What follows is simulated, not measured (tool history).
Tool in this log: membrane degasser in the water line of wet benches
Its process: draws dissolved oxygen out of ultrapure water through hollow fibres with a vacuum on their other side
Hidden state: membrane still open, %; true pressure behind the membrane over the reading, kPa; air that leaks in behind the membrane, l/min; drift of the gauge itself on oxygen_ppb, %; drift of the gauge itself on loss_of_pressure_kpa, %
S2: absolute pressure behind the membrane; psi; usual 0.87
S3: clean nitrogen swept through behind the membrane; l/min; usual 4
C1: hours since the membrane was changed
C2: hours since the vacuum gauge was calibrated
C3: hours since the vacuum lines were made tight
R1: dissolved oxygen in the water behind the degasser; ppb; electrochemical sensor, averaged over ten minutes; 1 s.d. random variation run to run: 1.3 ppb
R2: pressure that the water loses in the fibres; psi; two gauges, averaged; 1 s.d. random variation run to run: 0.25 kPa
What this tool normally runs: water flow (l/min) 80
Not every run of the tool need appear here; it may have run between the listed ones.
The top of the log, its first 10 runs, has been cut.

run 11 hour=723.7 | water_flow_(l/min)=80 S2=1.954 S3=4 | C1=2216 C2=2216 C3=1056 | R1=453.6 R2=9.762
run 12 hour=765.7 | water_flow_(l/min)=80 S2=1.954 S3=4 | C1=2258 C2=2258 C3=1098 | R1=446.8 R2=9.744
run 13 hour=831.3 | water_flow_(l/min)=53 S2=0.87 S3=4 | C1=2323 C2=2323 C3=1164 | R1=88.2 R2=6.386
run 14 hour=925.7 | water_flow_(l/min)=53 S2=0.87 S3=4 | C1=2418 C2=2418 C3=1258 | R1=85.5 R2=6.482
run 15 hour=995.1 | water_flow_(l/min)=53 S2=0.87 S3=4 | C1=2487 C2=2487 C3=1328 | R1=85.9 R2=6.461
run 16 hour=1068.2 | water_flow_(l/min)=53 S2=1.688 S3=4 | C1=2560 C2=2560 C3=1401 | R1=254.5 R2=6.427
run 17 hour=1121.9 | water_flow_(l/min)=65 S2=0.87 S3=1.99 | C1=2614 C2=2614 C3=1454 | R1=189.2 R2=7.945
run 18 hour=1195.3 | water_flow_(l/min)=64 S2=2.104 S3=3.47 | C1=2687 C2=2687 C3=1528 | R1=455.2 R2=7.807
run 19 hour=1236 | water_flow_(l/min)=104 S2=2.104 S3=3.47 | C1=2728 C2=2728 C3=1569 | R1=699 R2=12.656
run 20 hour=1303.7 | water_flow_(l/min)=70 S2=0.992 S3=4.48 | C1=2796 C2=2796 C3=1636 | R1=129.3 R2=8.467
run 21 hour=1343 | water_flow_(l/min)=70 S2=0.992 S3=4.48 | C1=2835 C2=2835 C3=1676 | R1=132.3 R2=8.528
run 22 hour=1429.7 | water_flow_(l/min)=84 S2=1.282 S3=6.19 | C1=2922 C2=2922 C3=1762 | R1=185.9 R2=10.203
run 23 hour=1474.3 | water_flow_(l/min)=83 S2=0.647 S3=11.63 | C1=2966 C2=2966 C3=1807 | R1=30 R2=10.122
run 24 hour=1524.9 | water_flow_(l/min)=83 S2=0.76 S3=11.63 | C1=3017 C2=3017 C3=1857 | R1=42.9 R2=10.166
run 25 hour=1585 | water_flow_(l/min)=127 S2=0.692 S3=1.91 | C1=3077 C2=3077 C3=1918 | R1=246.4 R2=15.547
run 26 hour=1638.6 | water_flow_(l/min)=127 S2=0.692 S3=1.91 | C1=3131 C2=3131 C3=1971 | R1=248.3 R2=15.532
run 27 hour=1736.5 | water_flow_(l/min)=127 S2=0.692 S3=1.91 | C1=3229 C2=3229 C3=2069 | R1=247.1 R2=15.436
run 28 hour=1831.4 | water_flow_(l/min)=68 S2=0.656 S3=3.44 | C1=3323 C2=3323 C3=2164 | R1=60 R2=8.267
run 29 hour=1901.2 | water_flow_(l/min)=80 S2=0.58 S3=4 | C1=3393 C2=3393 C3=2234 | R1=42.2 R2=9.764
run 30 hour=1969.7 | water_flow_(l/min)=86 S2=0.58 S3=4 | C1=3462 C2=3462 C3=2302 | R1=48.6 R2=10.518
run 31 hour=2052.3 | water_flow_(l/min)=86 S2=0.58 S3=4 | C1=3544 C2=3544 C3=2385 | R1=48.6 R2=10.467
run 32 hour=2104.1 | water_flow_(l/min)=86 S2=0.58 S3=4 | C1=3596 C2=3596 C3=2437 | R1=49.2 R2=10.501

Each row is a separate what-if for the run after 32, all from the same tool condition, not one after another. Results?
run A hour=2186.2 | water_flow_(l/min)=71 S2=1.35 S3=5.32 | C1=3678 C2=3678 C3=2519 | R1=? R2=?
run B hour=2186.2 | water_flow_(l/min)=127 S2=1.395 S3=3.64 | C1=3678 C2=3678 C3=2519 | R1=? R2=?
run C hour=2186.2 | water_flow_(l/min)=60 S2=0.87 S3=3.53 | C1=3678 C2=3678 C3=2519 | R1=? R2=?
run D hour=2186.2 | water_flow_(l/min)=105 S2=0.87 S3=4.85 | C1=3678 C2=3678 C3=2519 | R1=? R2=?

run=A R1=187.9 R2=8.675
run=B R1=500.3 R2=15.461
run=C R1=109.3 R2=7.284
run=D R1=161.6 R2=12.81
Stripped of hidden state, with their random variation kept, the same runs would have yielded:
run=A R1=187.7 R2=8.672
run=B R1=499.8 R2=15.455
run=C R1=109 R2=7.281
run=D R1=161.2 R2=12.805
